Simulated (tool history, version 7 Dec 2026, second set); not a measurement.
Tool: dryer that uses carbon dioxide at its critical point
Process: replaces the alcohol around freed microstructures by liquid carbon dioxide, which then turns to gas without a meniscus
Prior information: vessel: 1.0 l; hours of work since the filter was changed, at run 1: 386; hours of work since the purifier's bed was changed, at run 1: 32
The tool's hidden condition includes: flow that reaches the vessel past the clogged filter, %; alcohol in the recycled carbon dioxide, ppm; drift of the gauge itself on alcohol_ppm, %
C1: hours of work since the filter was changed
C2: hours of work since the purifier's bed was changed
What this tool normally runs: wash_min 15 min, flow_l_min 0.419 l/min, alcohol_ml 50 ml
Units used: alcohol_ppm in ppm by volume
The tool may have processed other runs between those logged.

{"run": 1, "hour": 0.0, "wash_min": 15, "flow_l_min": 0.419, "alcohol_ml": 50, "C1": 386, "C2": 32, "alcohol_ppm": 327}
{"run": 2, "hour": 5.7, "wash_min": 15, "flow_l_min": 0.419, "alcohol_ml": 50, "C1": 390, "C2": 37, "alcohol_ppm": 318}
{"run": 3, "hour": 9.7, "wash_min": 15, "flow_l_min": 0.419, "alcohol_ml": 50, "C1": 393, "C2": 40, "alcohol_ppm": 329}
{"run": 4, "hour": 19.5, "wash_min": 9, "flow_l_min": 0.419, "alcohol_ml": 50, "C1": 401, "C2": 47, "alcohol_ppm": 2441}
{"run": 5, "hour": 26.0, "wash_min": 9, "flow_l_min": 0.419, "alcohol_ml": 50, "C1": 406, "C2": 52, "alcohol_ppm": 2396}
{"run": 6, "hour": 32.9, "wash_min": 9, "flow_l_min": 0.419, "alcohol_ml": 50, "C1": 411, "C2": 58, "alcohol_ppm": 2467}
{"run": 7, "hour": 37.6, "wash_min": 9, "flow_l_min": 0.419, "alcohol_ml": 50, "C1": 415, "C2": 62, "alcohol_ppm": 2446}
{"run": 8, "hour": 43.8, "wash_min": 9, "flow_l_min": 0.419, "alcohol_ml": 50, "C1": 420, "C2": 66, "alcohol_ppm": 2486}
{"run": 9, "hour": 49.8, "wash_min": 9, "flow_l_min": 0.419, "alcohol_ml": 50, "C1": 424, "C2": 71, "alcohol_ppm": 2447}
{"run": 10, "hour": 59.2, "wash_min": 15, "flow_l_min": 0.419, "alcohol_ml": 24, "C1": 432, "C2": 78, "alcohol_ppm": 174}
{"run": 11, "hour": 68.5, "wash_min": 15, "flow_l_min": 0.62, "alcohol_ml": 50, "C1": 439, "C2": 86, "alcohol_ppm": 57}
{"run": 12, "hour": 74.3, "wash_min": 15, "flow_l_min": 0.419, "alcohol_ml": 50, "C1": 443, "C2": 90, "alcohol_ppm": 344}
{"run": 13, "hour": 79.0, "wash_min": 15, "flow_l_min": 0.419, "alcohol_ml": 50, "C1": 447, "C2": 94, "alcohol_ppm": 363}
{"run": 14, "hour": 86.2, "wash_min": 15, "flow_l_min": 0.419, "alcohol_ml": 50, "C1": 453, "C2": 99, "alcohol_ppm": 349}
{"hour": 90.6, "done": "inlet filter changed"}
{"run": 15, "hour": 95.4, "wash_min": 14, "flow_l_min": 0.419, "alcohol_ml": 50, "C1": 4, "C2": 106, "alcohol_ppm": 321}
{"run": 16, "hour": 102.0, "wash_min": 14, "flow_l_min": 0.419, "alcohol_ml": 50, "C1": 9, "C2": 111, "alcohol_ppm": 310}
{"run": 17, "hour": 111.2, "wash_min": 14, "flow_l_min": 0.419, "alcohol_ml": 50, "C1": 16, "C2": 118, "alcohol_ppm": 317}
{"run": 18, "hour": 120.6, "wash_min": 15, "flow_l_min": 0.419, "alcohol_ml": 58, "C1": 23, "C2": 125, "alcohol_ppm": 268}
{"run": 19, "hour": 125.4, "wash_min": 15, "flow_l_min": 0.477, "alcohol_ml": 50, "C1": 27, "C2": 129, "alcohol_ppm": 112}
{"run": 20, "hour": 131.0, "wash_min": 15, "flow_l_min": 0.477, "alcohol_ml": 50, "C1": 31, "C2": 133, "alcohol_ppm": 118}
{"run": 21, "hour": 138.0, "wash_min": 15, "flow_l_min": 0.419, "alcohol_ml": 50, "C1": 37, "C2": 139, "alcohol_ppm": 232}
{"run": 22, "hour": 142.5, "wash_min": 15, "flow_l_min": 0.419, "alcohol_ml": 50, "C1": 40, "C2": 142, "alcohol_ppm": 241}
{"run": 23, "hour": 147.7, "wash_min": 15, "flow_l_min": 0.419, "alcohol_ml": 50, "C1": 44, "C2": 146, "alcohol_ppm": 244}
{"run": 24, "hour": 156.1, "wash_min": 15, "flow_l_min": 0.419, "alcohol_ml": 50, "C1": 51, "C2": 153, "alcohol_ppm": 240}
{"run": 25, "hour": 160.4, "wash_min": 15, "flow_l_min": 0.419, "alcohol_ml": 50, "C1": 54, "C2": 156, "alcohol_ppm": 242}
{"run": 26, "hour": 166.4, "wash_min": 15, "flow_l_min": 0.419, "alcohol_ml": 51, "C1": 59, "C2": 161, "alcohol_ppm": 248}
{"run": 27, "hour": 176.2, "wash_min": 12, "flow_l_min": 0.523, "alcohol_ml": 24, "C1": 67, "C2": 169, "alcohol_ppm": 140}
{"run": 28, "hour": 181.0, "wash_min": 17, "flow_l_min": 0.615, "alcohol_ml": 27, "C1": 70, "C2": 172, "alcohol_ppm": 37}
{"run": 29, "hour": 189.6, "wash_min": 13, "flow_l_min": 0.259, "alcohol_ml": 27, "C1": 77, "C2": 179, "alcohol_ppm": 1466}
{"run": 30, "hour": 197.7, "wash_min": 13, "flow_l_min": 0.259, "alcohol_ml": 27, "C1": 83, "C2": 185, "alcohol_ppm": 1473}
{"run": 31, "hour": 205.0, "wash_min": 21, "flow_l_min": 0.61, "alcohol_ml": 23, "C1": 89, "C2": 191, "alcohol_ppm": 28}
{"run": 32, "hour": 211.3, "wash_min": 14, "flow_l_min": 0.365, "alcohol_ml": 50, "C1": 94, "C2": 196, "alcohol_ppm": 627}
{"run": 33, "hour": 219.3, "wash_min": 14, "flow_l_min": 0.261, "alcohol_ml": 50, "C1": 100, "C2": 202, "alcohol_ppm": 2141}
{"run": 34, "hour": 223.9, "wash_min": 14, "flow_l_min": 0.261, "alcohol_ml": 50, "C1": 104, "C2": 206, "alcohol_ppm": 2126}
{"run": 35, "hour": 228.6, "wash_min": 14, "flow_l_min": 0.261, "alcohol_ml": 50, "C1": 107, "C2": 209, "alcohol_ppm": 2131}
{"run": 36, "hour": 236.5, "wash_min": 11, "flow_l_min": 0.419, "alcohol_ml": 50, "C1": 113, "C2": 215, "alcohol_ppm": 990}
{"run": 37, "hour": 241.8, "wash_min": 9, "flow_l_min": 0.574, "alcohol_ml": 48, "C1": 118, "C2": 220, "alcohol_ppm": 643}
{"run": 38, "hour": 247.6, "wash_min": 15, "flow_l_min": 0.417, "alcohol_ml": 50, "C1": 122, "C2": 224, "alcohol_ppm": 270}
{"run": 39, "hour": 255.2, "wash_min": 15, "flow_l_min": 0.417, "alcohol_ml": 50, "C1": 128, "C2": 230, "alcohol_ppm": 276}
{"run": 40, "hour": 263.2, "wash_min": 10, "flow_l_min": 0.678, "alcohol_ml": 50, "C1": 134, "C2": 236, "alcohol_ppm": 193}
{"run": 41, "hour": 269.4, "wash_min": 10, "flow_l_min": 0.472, "alcohol_ml": 22, "C1": 139, "C2": 241, "alcohol_ppm": 450}
{"run": 42, "hour": 277.8, "wash_min": 10, "flow_l_min": 0.642, "alcohol_ml": 50, "C1": 146, "C2": 248, "alcohol_ppm": 262}
{"run": 43, "hour": 286.3, "wash_min": 12, "flow_l_min": 0.508, "alcohol_ml": 50, "C1": 152, "C2": 254, "alcohol_ppm": 322}
{"run": 44, "hour": 292.5, "wash_min": 10, "flow_l_min": 0.264, "alcohol_ml": 39, "C1": 157, "C2": 259, "alcohol_ppm": 4183}
{"run": 45, "hour": 298.7, "wash_min": 20, "flow_l_min": 0.61, "alcohol_ml": 89, "C1": 162, "C2": 264, "alcohol_ppm": 45}
{"run": 46, "hour": 303.4, "wash_min": 13, "flow_l_min": 0.561, "alcohol_ml": 67, "C1": 166, "C2": 268, "alcohol_ppm": 177}
{"run": 47, "hour": 309.9, "wash_min": 15, "flow_l_min": 0.606, "alcohol_ml": 35, "C1": 171, "C2": 273, "alcohol_ppm": 63}
{"run": 48, "hour": 317.9, "wash_min": 12, "flow_l_min": 0.58, "alcohol_ml": 50, "C1": 177, "C2": 279, "alcohol_ppm": 185}

Each row is a separate what-if for the run after 48, all from the same tool condition, not one after another. Results?
{"run": "A", "hour": 326.2, "wash_min": 15, "flow_l_min": 0.419, "alcohol_ml": 28, "C1": 183, "C2": 285, "alcohol_ppm": "?"}
{"run": "B", "hour": 326.2, "wash_min": 11, "flow_l_min": 0.31, "alcohol_ml": 50, "C1": 183, "C2": 285, "alcohol_ppm": "?"}
{"run": "C", "hour": 326.2, "wash_min": 15, "flow_l_min": 0.419, "alcohol_ml": 80, "C1": 183, "C2": 285, "alcohol_ppm": "?"}

run=A alcohol_ppm=181
run=B alcohol_ppm=2859
run=C alcohol_ppm=438
Without the tool's hidden state the same runs would have given:
run=A alcohol_ppm=115
run=B alcohol_ppm=2499
run=C alcohol_ppm=321
